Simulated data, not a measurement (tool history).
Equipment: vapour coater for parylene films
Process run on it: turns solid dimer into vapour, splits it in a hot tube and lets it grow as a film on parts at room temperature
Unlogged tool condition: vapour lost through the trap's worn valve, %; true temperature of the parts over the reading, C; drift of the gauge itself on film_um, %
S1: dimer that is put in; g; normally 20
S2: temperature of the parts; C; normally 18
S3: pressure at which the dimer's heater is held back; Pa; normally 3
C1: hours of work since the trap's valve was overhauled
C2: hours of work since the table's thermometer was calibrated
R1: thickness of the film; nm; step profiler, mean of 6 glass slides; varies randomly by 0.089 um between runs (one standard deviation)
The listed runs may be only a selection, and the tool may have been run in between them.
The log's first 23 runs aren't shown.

run    hour  S1  S2     S3   C1    C2     R1
 24  1026.3  24  24   8.14  166  1143   7140
 25  1064.9  24  13  11.76  196  1173  11150
 26  1116.4  19  18      3  237  1213   8910
     1156.5  -- trap's valve overhauled
 27  1173.2  19  18      3   13  1254   9640
 28  1225.8  34  13   2.97   54  1295  21970
 29  1279.1  20  26    6.1   96  1337   5860
 30  1307.4   9  20      3  118  1359   4050
 31  1354.4  17  19      3  154  1396   7810
 32  1385.1  19  19      3  178  1419   8790
 33  1435.9  15  18      3  218  1459   7150
 34  1481.6  15  18      3  253  1495   6980
     1500.4  -- trap's valve overhauled
 35  1531.1  31  27   7.34   24  1530   8430

Alternative continuations, all from the tool just after run 35; predict every row:
     1534.8  -- table's thermometer calibrated
  A  1561.5  19  18     3  47  21   ?
     1534.8  -- table's thermometer calibrated
  B  1561.5  36  10  3.81  47  21   ?
     1534.8  -- table's thermometer calibrated
  C  1561.5  14  22   2.1  47  21   ?

run     R1
  A  10040
  B  26080
  C   6620
Without the tool's hidden state the same runs would have given:
run     R1
  A  10300
  B  26620
  C   6790
